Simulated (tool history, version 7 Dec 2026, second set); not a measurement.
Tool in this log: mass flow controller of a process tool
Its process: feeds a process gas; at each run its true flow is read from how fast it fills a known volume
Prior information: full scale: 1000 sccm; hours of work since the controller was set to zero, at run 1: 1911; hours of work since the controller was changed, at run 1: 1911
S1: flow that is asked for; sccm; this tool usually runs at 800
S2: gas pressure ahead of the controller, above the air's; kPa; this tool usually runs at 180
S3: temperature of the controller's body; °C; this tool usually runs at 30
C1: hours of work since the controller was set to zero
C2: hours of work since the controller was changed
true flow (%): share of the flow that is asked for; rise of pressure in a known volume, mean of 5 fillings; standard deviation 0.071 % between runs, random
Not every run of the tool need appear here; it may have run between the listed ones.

{"run": 1, "day": 0.0, "S1": 800, "S2": 180, "S3": 30, "C1": 1911, "C2": 1911, "true flow (%)": 99.54}
{"run": 2, "day": 4.008, "S1": 800, "S2": 180, "S3": 30, "C1": 1973, "C2": 1973, "true flow (%)": 99.4}
{"run": 3, "day": 7.633, "S1": 800, "S2": 180, "S3": 30, "C1": 2028, "C2": 2028, "true flow (%)": 99.39}
{"run": 4, "day": 11.667, "S1": 193, "S2": 180, "S3": 30, "C1": 2090, "C2": 2090, "true flow (%)": 98.08}
{"run": 5, "day": 17.221, "S1": 193, "S2": 180, "S3": 30, "C1": 2175, "C2": 2175, "true flow (%)": 98.17}
{"run": 6, "day": 21.554, "S1": 193, "S2": 180, "S3": 30, "C1": 2241, "C2": 2241, "true flow (%)": 98.27}
{"run": 7, "day": 26.796, "S1": 193, "S2": 180, "S3": 30, "C1": 2322, "C2": 2322, "true flow (%)": 98.17}
{"run": 8, "day": 33.258, "S1": 193, "S2": 180, "S3": 30, "C1": 2421, "C2": 2421, "true flow (%)": 98.11}
{"run": 9, "day": 38.783, "S1": 800, "S2": 180, "S3": 30, "C1": 2505, "C2": 2505, "true flow (%)": 99.38}
{"run": 10, "day": 45.142, "S1": 800, "S2": 180, "S3": 30, "C1": 2603, "C2": 2603, "true flow (%)": 99.3}
{"run": 11, "day": 51.612, "S1": 800, "S2": 180, "S3": 22, "C1": 2702, "C2": 2702, "true flow (%)": 98.74}
{"day": 52.129, "done": "controller's zero set anew"}
{"run": 12, "day": 55.754, "S1": 800, "S2": 180, "S3": 22, "C1": 55, "C2": 2765, "true flow (%)": 98.8}
{"run": 13, "day": 60.229, "S1": 800, "S2": 180, "S3": 22, "C1": 124, "C2": 2833, "true flow (%)": 98.73}
{"run": 14, "day": 65.546, "S1": 360, "S2": 180, "S3": 39, "C1": 205, "C2": 2915, "true flow (%)": 99.23}
{"day": 66.342, "done": "controller's zero set anew, once more"}
{"run": 15, "day": 68.912, "S1": 360, "S2": 153, "S3": 21, "C1": 39, "C2": 2966, "true flow (%)": 96.77}
{"run": 16, "day": 74.892, "S1": 360, "S2": 153, "S3": 21, "C1": 131, "C2": 3057, "true flow (%)": 96.82}
{"run": 17, "day": 79.933, "S1": 242, "S2": 226, "S3": 28, "C1": 208, "C2": 3135, "true flow (%)": 96.9}
{"run": 18, "day": 82.671, "S1": 242, "S2": 226, "S3": 28, "C1": 250, "C2": 3177, "true flow (%)": 96.93}
{"run": 19, "day": 85.829, "S1": 692, "S2": 211, "S3": 30, "C1": 298, "C2": 3225, "true flow (%)": 98.57}
{"run": 20, "day": 91.296, "S1": 692, "S2": 211, "S3": 30, "C1": 382, "C2": 3309, "true flow (%)": 98.47}
{"run": 21, "day": 94.854, "S1": 244, "S2": 168, "S3": 20, "C1": 437, "C2": 3363, "true flow (%)": 96.37}
{"run": 22, "day": 101.012, "S1": 269, "S2": 180, "S3": 30, "C1": 531, "C2": 3458, "true flow (%)": 97.24}
{"run": 23, "day": 103.917, "S1": 568, "S2": 152, "S3": 23, "C1": 575, "C2": 3502, "true flow (%)": 97.63}
{"run": 24, "day": 106.967, "S1": 888, "S2": 227, "S3": 34, "C1": 622, "C2": 3549, "true flow (%)": 99.35}
{"run": 25, "day": 110.829, "S1": 800, "S2": 237, "S3": 32, "C1": 681, "C2": 3608, "true flow (%)": 98.88}

Branching from run 25: 4 alternative next runs. What would each branch give?
{"run": "A", "day": 115.825, "S1": 415, "S2": 180, "S3": 30, "C1": 758, "C2": 3684, "true flow (%)": "?"}
{"run": "B", "day": 115.825, "S1": 261, "S2": 215, "S3": 30, "C1": 758, "C2": 3684, "true flow (%)": "?"}
{"run": "C", "day": 115.825, "S1": 286, "S2": 236, "S3": 30, "C1": 758, "C2": 3684, "true flow (%)": "?"}
{"run": "D", "day": 115.825, "S1": 800, "S2": 197, "S3": 29, "C1": 758, "C2": 3684, "true flow (%)": "?"}

run=A true_flow_(%)=97.64
run=B true_flow_(%)=97.27
run=C true_flow_(%)=97.25
run=D true_flow_(%)=98.64
Without the tool's unlogged condition, the same runs would have read:
run=A true_flow_(%)=98.44
run=B true_flow_(%)=97.96
run=C true_flow_(%)=97.97
run=D true_flow_(%)=99.55
